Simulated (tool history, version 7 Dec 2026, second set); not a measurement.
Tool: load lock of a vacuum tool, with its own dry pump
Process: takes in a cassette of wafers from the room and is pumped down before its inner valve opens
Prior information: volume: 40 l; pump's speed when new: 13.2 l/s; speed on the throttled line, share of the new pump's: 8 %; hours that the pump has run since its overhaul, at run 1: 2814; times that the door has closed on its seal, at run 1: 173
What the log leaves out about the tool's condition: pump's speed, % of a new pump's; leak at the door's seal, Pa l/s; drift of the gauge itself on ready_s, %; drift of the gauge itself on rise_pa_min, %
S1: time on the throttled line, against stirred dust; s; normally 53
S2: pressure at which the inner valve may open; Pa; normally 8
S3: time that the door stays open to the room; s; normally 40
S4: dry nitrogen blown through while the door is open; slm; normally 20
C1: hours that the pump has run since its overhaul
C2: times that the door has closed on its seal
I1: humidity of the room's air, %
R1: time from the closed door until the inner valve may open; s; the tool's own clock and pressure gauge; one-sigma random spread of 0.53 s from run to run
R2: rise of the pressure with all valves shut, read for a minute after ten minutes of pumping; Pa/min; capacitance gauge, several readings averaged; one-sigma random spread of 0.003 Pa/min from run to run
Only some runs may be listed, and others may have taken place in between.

run,hour,S1,S2,S3,S4,C1,C2,I1,R1,R2
1,0.0,53,8,40,20,2814,173,41.5,79.8,0.034
2,91.5,53,8,40,17,2905,350,44.9,79.6,0.030
3,134.1,53,8,40,17,2948,432,42.2,79.7,0.031
4,211.1,53,8,40,20,3025,581,44.8,79.9,0.028
5,253.2,53,8,40,20,3067,662,43.4,80.5,0.031
6,318.8,53,8,40,20,3132,789,42.1,80.1,0.028
7,384.5,53,8,211,20,3198,916,42.6,80.4,0.067
8,435.5,53,8,40,7,3249,1015,44.7,79.7,0.051
9,476.9,53,8,40,7,3291,1095,42.7,80.2,0.042
10,549.5,53,8,40,7,3363,1235,43.3,79.9,0.045
11,619.3,53,8,40,20,3433,1370,47.6,79.5,0.036
12,658.6,53,8,40,20,3472,1446,42.9,79.4,0.035
13,712.9,53,8,40,20,3527,1551,42.5,78.5,0.032
14,772.3,53,8,40,20,3586,1666,44.5,79.4,0.036
15,863.6,53,8,40,20,3677,1843,43.5,79.4,0.036
16,918.4,27,8,40,20,3732,1949,49.3,56.5,0.037
17,980.3,27,8,40,20,3794,2068,47.6,56.3,0.039
18,1048.7,27,8,40,20,3862,2200,43.8,56.7,0.042
19,1118.4,27,8,40,20,3932,2335,47.6,56.4,0.043
20,1166.3,49,8,40,20,3980,2428,45.6,77.2,0.036
21,1228.8,96,7,140,20,4042,2549,47.4,119.7,0.060
22,1290.5,69,15,40,6,4104,2668,42.6,92.8,0.049
23,1381.5,69,8,64,6,4195,2844,45.6,94.6,0.071
24,1458.7,37,12,26,36,4272,2993,43.6,64.6,0.035
25,1547.9,53,13,29,8,4361,3166,45.6,77.2,0.049
26,1630.3,89,15,229,10,4444,3325,43.8,109.9,0.089
27,1701.3,35,7,59,36,4515,3462,44.0,64.0,0.033
28,1752.0,35,15,59,5,4566,3560,44.5,60.9,0.064
29,1814.1,80,8,44,12,4628,3680,45.8,104.5,0.051
30,1890.0,80,8,44,12,4704,3827,46.5,104.2,0.048
31,1948.5,80,8,44,12,4762,3940,46.7,103.6,0.052
32,2011.3,53,6,29,20,4825,4062,44.7,81.9,0.038
33,2064.3,61,14,59,10,4878,4164,42.8,85.0,0.058
34,2120.7,62,14,59,10,4934,4273,42.1,86.0,0.063
35,2181.5,62,14,59,10,4995,4391,45.7,86.1,0.071
36,2236.1,64,8,40,12,5050,4496,43.8,90.7,0.046
37,2315.1,64,8,40,12,5129,4649,44.2,91.1,0.055

Consider 4 possible next runs. They are alternatives, not a sequence: every one starts from the tool as it was left by run 37. What does each give?
A,2361.1,53,10,40,4,5175,4738,43.5,?,?
B,2361.1,53,14,91,5,5175,4738,43.0,?,?
C,2361.1,53,10,40,20,5175,4738,45.3,?,?
D,2361.1,64,7,40,12,5175,4738,45.4,?,?

run,R1,R2
A,79.3,0.062
B,78.6,0.079
C,80.3,0.049
D,91.3,0.056
Take away the tool's hidden state, keep each run's random variation, and the runs would have read:
run,R1,R2
A,76.6,0.047
B,76.0,0.064
C,77.5,0.033
D,88.5,0.041
